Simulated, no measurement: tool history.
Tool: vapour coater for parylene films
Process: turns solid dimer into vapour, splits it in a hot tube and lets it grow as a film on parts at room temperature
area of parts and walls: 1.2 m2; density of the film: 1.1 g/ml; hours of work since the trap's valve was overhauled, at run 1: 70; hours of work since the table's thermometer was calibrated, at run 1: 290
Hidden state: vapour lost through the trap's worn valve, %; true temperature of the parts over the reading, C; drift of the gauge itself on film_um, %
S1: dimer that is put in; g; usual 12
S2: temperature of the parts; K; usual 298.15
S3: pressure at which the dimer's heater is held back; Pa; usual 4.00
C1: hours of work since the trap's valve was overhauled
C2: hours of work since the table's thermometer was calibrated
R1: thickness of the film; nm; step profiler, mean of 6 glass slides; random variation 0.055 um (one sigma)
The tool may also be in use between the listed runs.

Run 1, day 0.000: usual settings; C1 70; C2 290. Result: R1 6140 nm.
Run 2, day 1.025: usual settings; C1 88; C2 308. Result: R1 6070 nm.
Run 3, day 1.883: usual settings; C1 103; C2 323. Result: R1 6110 nm.
Run 4, day 3.325: usual settings but S2 305.15 K; C1 129; C2 349. Result: R1 4630 nm.
Run 5, day 4.492: usual settings but S2 305.15 K, S3 6.31 Pa; C1 149; C2 369. Result: R1 4080 nm.
Run 6, day 5.388: usual settings but S2 299.15 K; C1 165; C2 385. Result: R1 5590 nm.
Run 7, day 6.150: usual settings but S2 299.15 K; C1 178; C2 398. Result: R1 5510 nm.
Run 8, day 7.121: usual settings; C1 195; C2 415. Result: R1 5550 nm.
Run 9, day 8.404: usual settings; C1 218; C2 438. Result: R1 5540 nm.
Run 10, day 9.329: usual settings; C1 234; C2 454. Result: R1 5530 nm.
At day 9.758: trap's valve overhauled.
Run 11, day 10.288: usual settings but S1 15 g; C1 9; C2 468. Result: R1 7830 nm.
Run 12, day 11.321: usual settings but S3 10.62 Pa; C1 27; C2 486. Result: R1 5010 nm.
Run 13, day 12.221: usual settings but S3 10.62 Pa; C1 43; C2 502. Result: R1 5070 nm.
Run 14, day 12.988: usual settings but S3 10.62 Pa; C1 57; C2 515. Result: R1 5010 nm.
Run 15, day 13.771: usual settings but S3 10.62 Pa; C1 70; C2 529. Result: R1 4950 nm.
Run 16, day 15.346: usual settings but S3 10.62 Pa; C1 98; C2 557. Result: R1 4830 nm.
Run 17, day 16.567: usual settings; C1 120; C2 578. Result: R1 6000 nm.
Run 18, day 17.529: usual settings; C1 137; C2 595. Result: R1 5930 nm.
Run 19, day 18.958: usual settings; C1 162; C2 620. Result: R1 5730 nm.
Run 20, day 20.062: usual settings; C1 181; C2 640. Result: R1 5730 nm.
Run 21, day 20.792: usual settings; C1 194; C2 652. Result: R1 5640 nm.
Run 22, day 21.979: usual settings; C1 215; C2 673. Result: R1 5570 nm.
At day 23.429: trap's valve overhauled.
Run 23, day 23.429: usual settings but S3 3.83 Pa; C1 0; C2 696. Result: R1 6460 nm.
Run 24, day 24.442: usual settings; C1 18; C2 714. Result: R1 6260 nm.
Run 25, day 25.533: usual settings; C1 37; C2 733. Result: R1 6140 nm.
Run 26, day 27.117: usual settings but S3 4.95 Pa; C1 65; C2 761. Result: R1 5790 nm.
Run 27, day 28.350: usual settings but S1 22 g, S3 4.95 Pa; C1 86; C2 782. Result: R1 10560 nm.
Run 28, day 29.175: usual settings but S1 6 g, S2 296.15 K, S3 2.52 Pa; C1 101; C2 797. Result: R1 3560 nm.
Run 29, day 30.604: usual settings but S1 6 g, S2 297.15 K, S3 2.52 Pa; C1 126; C2 822. Result: R1 3380 nm.
Run 30, day 32.188: usual settings but S1 16 g, S3 3.27 Pa; C1 154; C2 850. Result: R1 8160 nm.
Run 31, day 33.825: usual settings but S2 295.15 K, S3 5.12 Pa; C1 183; C2 879. Result: R1 5990 nm.
Run 32, day 34.642: usual settings but S1 18 g, S2 295.15 K, S3 11.29 Pa; C1 197; C2 893. Result: R1 7500 nm.
Run 33, day 35.846: usual settings but S1 18 g, S2 295.15 K, S3 11.29 Pa; C1 218; C2 914. Result: R1 7570 nm.
At day 37.075: trap's valve overhauled.
Run 34, day 37.250: usual settings but S1 18 g, S2 295.15 K, S3 11.29 Pa; C1 3; C2 936. Result: R1 8390 nm.
Run 35, day 38.129: usual settings but S1 7 g, S2 295.15 K, S3 10.60 Pa; C1 19; C2 951. Result: R1 3300 nm.
Run 36, day 39.854: usual settings but S1 9 g, S3 2.81 Pa; C1 49; C2 981. Result: R1 5020 nm.
Run 37, day 41.338: usual settings but S1 21 g, S2 291.15 K, S3 3.55 Pa; C1 75; C2 1008. Result: R1 13850 nm.
Run 38, day 42.496: usual settings but S1 21 g, S2 291.15 K, S3 3.55 Pa; C1 95; C2 1028. Result: R1 13840 nm.
Run 39, day 43.471: usual settings but S1 6 g, S3 2.42 Pa; C1 112; C2 1045. Result: R1 3270 nm.
Run 40, day 45.017: usual settings but S1 5 g, S2 291.15 K, S3 2.56 Pa; C1 140; C2 1072. Result: R1 3320 nm.
Run 41, day 46.379: usual settings but S1 15 g, S2 291.15 K, S3 2.56 Pa; C1 163; C2 1096. Result: R1 10050 nm.
Run 42, day 47.608: usual settings but S1 15 g, S2 291.15 K, S3 2.56 Pa; C1 185; C2 1118. Result: R1 9950 nm.
Run 43, day 48.525: usual settings but S2 305.15 K, S3 9.04 Pa; C1 201; C2 1134. Result: R1 3720 nm.
Run 44, day 49.862: usual settings but S2 305.15 K, S3 9.04 Pa; C1 225; C2 1157. Result: R1 3620 nm.
At day 50.758: trap's valve overhauled.
Run 45, day 50.817: usual settings but S2 305.15 K, S3 9.04 Pa; C1 1; C2 1171. Result: R1 4100 nm.
Run 46, day 51.567: usual settings but S2 293.15 K, S3 3.91 Pa; C1 14; C2 1184. Result: R1 7440 nm.
Run 47, day 52.762: usual settings but S1 14 g; C1 35; C2 1205. Result: R1 7170 nm.

Forecast each of these 3 alternatives for the next run:
Run A, day 53.767: usual settings but S1 8 g, S2 301.15 K, S3 9.11 Pa; C1 53; C2 1223. Result: R1 ?.
Run B, day 53.767: usual settings but S1 15 g, S2 305.15 K; C1 53; C2 1223. Result: R1 ?.
Run C, day 53.767: usual settings but S1 8 g, S2 294.15 K, S3 4.39 Pa; C1 53; C2 1223. Result: R1 ?.

run    R1
  A  3020
  B  5930
  C  4600
Without the tool's hidden state the same runs would have given:
run    R1
  A  3150
  B  6170
  C  4790

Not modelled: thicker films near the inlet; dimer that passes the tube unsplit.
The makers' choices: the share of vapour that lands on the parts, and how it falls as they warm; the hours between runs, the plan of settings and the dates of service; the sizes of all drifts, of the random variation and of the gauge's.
